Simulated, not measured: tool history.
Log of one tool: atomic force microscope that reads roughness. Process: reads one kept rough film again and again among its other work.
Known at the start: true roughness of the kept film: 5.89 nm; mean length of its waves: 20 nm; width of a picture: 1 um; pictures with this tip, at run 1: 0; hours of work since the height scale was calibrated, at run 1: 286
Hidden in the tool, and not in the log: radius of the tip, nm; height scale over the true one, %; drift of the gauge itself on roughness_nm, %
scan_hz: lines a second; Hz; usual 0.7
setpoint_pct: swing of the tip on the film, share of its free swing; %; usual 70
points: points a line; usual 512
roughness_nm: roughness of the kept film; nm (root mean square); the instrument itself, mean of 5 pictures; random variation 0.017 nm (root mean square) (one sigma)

run    day  scan_hz  setpoint_pct  points  pictures with this tip  hours of work since the height scale was calibrated  roughness_nm
  1      0      0.7            70     512                       0                                                  286         4.032
  2  0.908      0.7            70     512                      20                                                  297         3.763
  3  1.346      0.7            70     512                      30                                                  302         3.662
  4  2.038      0.7            70    1020                      45                                                  310         3.587
  5  2.546      0.7            70    1020                      56                                                  316         3.477
  6  3.258      0.7            70    1020                      72                                                  324         3.342
  7  4.092      0.7            70    1020                      90                                                  334         3.209
  8  4.629    1.753            70    1020                     102                                                  340         2.955
  9  5.246    1.753            70    1020                     116                                                  348          2.89
     5.333  -- new tip fitted
 10  6.046    0.699            70     512                      16                                                  357         3.763
 11  6.471    0.699            70     512                      25                                                  362         3.691
 12  7.108    0.687            57     625                      39                                                  369         3.631
 13  7.592    0.687            74     488                      50                                                  375         3.456
 14  8.233    0.687            74     488                      64                                                  382         3.332
 15  8.771    3.827            74     488                      76                                                  389         2.732
 16  9.225    3.827            74     488                      86                                                  394         2.668

Measured less the same run without the tool's hidden state. The same run-to-run variation is in both; the gauge's scatter may not be:
run  roughness_nm
  1        -0.024
  2        -0.227
  3        -0.337
  4        -0.472
  5        -0.564
  6        -0.704
  7        -0.844
  8        -0.869
  9        -0.966
 10         -0.22
 11        -0.299
 12        -0.439
 13        -0.516
 14        -0.637
 15        -0.618
 16        -0.672

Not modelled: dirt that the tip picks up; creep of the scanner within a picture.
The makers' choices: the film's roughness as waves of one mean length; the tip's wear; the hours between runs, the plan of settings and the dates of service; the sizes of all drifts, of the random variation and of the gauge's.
